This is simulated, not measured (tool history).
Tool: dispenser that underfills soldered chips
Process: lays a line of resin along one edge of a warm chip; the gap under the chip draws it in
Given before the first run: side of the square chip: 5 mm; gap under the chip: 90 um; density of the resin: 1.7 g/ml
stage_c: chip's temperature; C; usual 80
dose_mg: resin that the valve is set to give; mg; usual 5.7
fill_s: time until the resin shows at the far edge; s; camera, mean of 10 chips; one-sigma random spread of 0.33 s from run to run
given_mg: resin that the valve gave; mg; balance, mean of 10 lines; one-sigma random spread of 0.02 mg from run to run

| run | hour | stage_c | dose_mg | fill_s | given_mg |
|---|---|---|---|---|---|
| 1 | 0 | 80 | 5.7 | 17 | 5.54 |
|  | 1.9 | new syringe of resin |
| 2 | 6.7 | 80 | 5.7 | 15.7 | 5.6 |
|  | 10.7 | new syringe of resin |
| 3 | 14.2 | 80 | 5.7 | 15.4 | 5.6 |
|  | 17.9 | dispensing valve cleaned and set on the balance |
|  | 20.5 | new syringe of resin |
| 4 | 25.5 | 80 | 5.7 | 15.7 | 5.71 |
|  | 30 | new syringe of resin |
| 5 | 33 | 80 | 5.7 | 14.9 | 5.64 |
|  | 38.9 | new syringe of resin |
| 6 | 39.6 | 87 | 6.98 | 10.7 | 6.93 |
|  | 47.6 | new syringe of resin |
| 7 | 50.6 | 80 | 5.25 | 15.1 | 5.18 |
|  | 56.7 | new syringe of resin |
| 8 | 62 | 80 | 5.25 | 15.9 | 5.13 |
|  | 65.4 | new syringe of resin |
| 9 | 72.2 | 80 | 6.33 | 16.2 | 6.21 |
|  | 74.5 | new syringe of resin |
| 10 | 82.3 | 69 | 5.7 | 27.5 | 5.57 |

Predict each of these 4 candidate next runs independently; none follows another, all start after run 10:
|  | 83.5 | new syringe of resin |
| A | 89.8 | 95 | 5.52 | ? | ? |
|  | 83.5 | new syringe of resin |
| B | 89.8 | 95 | 7.2 | ? | ? |
|  | 83.5 | new syringe of resin |
| C | 89.8 | 78 | 6.15 | ? | ? |
|  | 83.5 | new syringe of resin |
| D | 89.8 | 80 | 6.84 | ? | ? |

| run | fill_s | given_mg |
|---|---|---|
| A | 8.5 | 5.4 |
| B | 8.3 | 7.03 |
| C | 18.2 | 6 |
| D | 16.4 | 6.68 |
Without the tool's hidden state the same runs would have given:
| run | fill_s | given_mg |
|---|---|---|
| A | 6.9 | 5.53 |
| B | 6.8 | 7.19 |
| C | 14.8 | 6.14 |
| D | 13.5 | 6.84 |
